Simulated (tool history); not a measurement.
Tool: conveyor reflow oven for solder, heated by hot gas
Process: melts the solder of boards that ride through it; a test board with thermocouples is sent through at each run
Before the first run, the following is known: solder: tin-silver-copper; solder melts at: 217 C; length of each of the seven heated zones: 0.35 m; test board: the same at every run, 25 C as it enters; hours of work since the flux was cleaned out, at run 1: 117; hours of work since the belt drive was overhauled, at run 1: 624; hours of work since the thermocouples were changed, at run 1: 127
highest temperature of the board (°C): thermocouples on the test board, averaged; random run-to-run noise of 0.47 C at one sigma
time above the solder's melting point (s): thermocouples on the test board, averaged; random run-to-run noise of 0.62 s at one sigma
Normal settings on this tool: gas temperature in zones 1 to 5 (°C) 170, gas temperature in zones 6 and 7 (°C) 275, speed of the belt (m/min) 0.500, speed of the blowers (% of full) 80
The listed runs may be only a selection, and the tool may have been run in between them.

| run | hour | gas temperature in zones 1 to 5 (°C) | gas temperature in zones 6 and 7 (°C) | speed of the belt (m/min) | speed of the blowers (% of full) | hours of work since the flux was cleaned out | hours of work since the belt drive was overhauled | hours of work since the thermocouples were changed | highest temperature of the board (°C) | time above the solder's melting point (s) |
|---|---|---|---|---|---|---|---|---|---|---|
| 1 | 0.0 | 170 | 275 | 0.500 | 80 | 117 | 624 | 127 | 254.7 | 62.5 |
| 2 | 40.8 | 170 | 275 | 0.500 | 80 | 135 | 643 | 146 | 253.9 | 61.5 |
| 3 | 93.0 | 170 | 275 | 0.500 | 80 | 160 | 667 | 170 | 254.5 | 62.2 |
| 4 | 129.7 | 170 | 275 | 0.500 | 80 | 177 | 684 | 187 | 254.3 | 60.5 |
| 5 | 153.9 | 170 | 284 | 0.500 | 80 | 188 | 695 | 199 | 262.1 | 67.2 |
| 6 | 177.2 | 170 | 275 | 0.500 | 80 | 199 | 706 | 209 | 255.3 | 61.3 |
| 7 | 221.5 | 170 | 275 | 0.500 | 80 | 219 | 726 | 230 | 254.9 | 62.5 |
| 8 | 263.0 | 170 | 275 | 0.500 | 80 | 238 | 746 | 249 | 254.6 | 62.0 |
| 9 | 306.0 | 170 | 275 | 0.500 | 80 | 258 | 765 | 269 | 254.4 | 59.3 |
| 10 | 335.5 | 170 | 275 | 0.500 | 80 | 272 | 779 | 282 | 254.2 | 61.2 |
| 11 | 385.8 | 170 | 275 | 0.500 | 80 | 295 | 802 | 306 | 253.9 | 61.1 |
| 12 | 429.0 | 170 | 275 | 0.500 | 80 | 315 | 822 | 326 | 254.3 | 61.4 |
| 13 | 480.2 | 170 | 275 | 0.500 | 80 | 339 | 846 | 349 | 254.1 | 63.2 |
| 14 | 513.9 | 170 | 275 | 0.500 | 80 | 354 | 862 | 365 | 253.9 | 61.6 |
|  | 539.4 | belt drive overhauled, speed set with a stopwatch |
| 15 | 556.7 | 170 | 275 | 0.500 | 80 | 372 | 8 | 383 | 255.4 | 61.8 |
| 16 | 592.9 | 165 | 271 | 0.542 | 56 | 389 | 25 | 400 | 235.5 | 34.0 |
| 17 | 620.4 | 170 | 275 | 0.479 | 81 | 402 | 37 | 412 | 256.6 | 66.0 |
| 18 | 673.1 | 170 | 275 | 0.479 | 81 | 426 | 62 | 437 | 256.3 | 66.2 |
| 19 | 697.6 | 170 | 275 | 0.479 | 58 | 437 | 73 | 448 | 247.7 | 56.7 |
|  | 715.2 | flux residue cleaned out of gas plates and filters |
| 20 | 744.5 | 165 | 270 | 0.572 | 84 | 14 | 93 | 467 | 244.9 | 44.7 |
| 21 | 772.3 | 165 | 270 | 0.572 | 84 | 26 | 105 | 480 | 244.6 | 44.4 |
| 22 | 826.5 | 165 | 270 | 0.572 | 84 | 51 | 130 | 505 | 245.1 | 45.5 |
| 23 | 858.1 | 181 | 287 | 0.583 | 74 | 66 | 145 | 520 | 258.1 | 56.9 |
| 24 | 902.5 | 184 | 287 | 0.583 | 74 | 87 | 166 | 541 | 258.8 | 58.8 |

Estimate the outcome of run 25 from the log above:
| 25 | 933.8 | 164 | 281 | 0.432 | 64 | 101 | 180 | 555 | ? | ? |

{"run 25": {"highest temperature of the board (°C)": 257.7, "time above the solder's melting point (s)": 72.8}}
If the tool had no hidden condition, the same run with the same run-to-run variation would have returned highest temperature of the board (°C) 257.8, time above the solder's melting point (s) 72.9.

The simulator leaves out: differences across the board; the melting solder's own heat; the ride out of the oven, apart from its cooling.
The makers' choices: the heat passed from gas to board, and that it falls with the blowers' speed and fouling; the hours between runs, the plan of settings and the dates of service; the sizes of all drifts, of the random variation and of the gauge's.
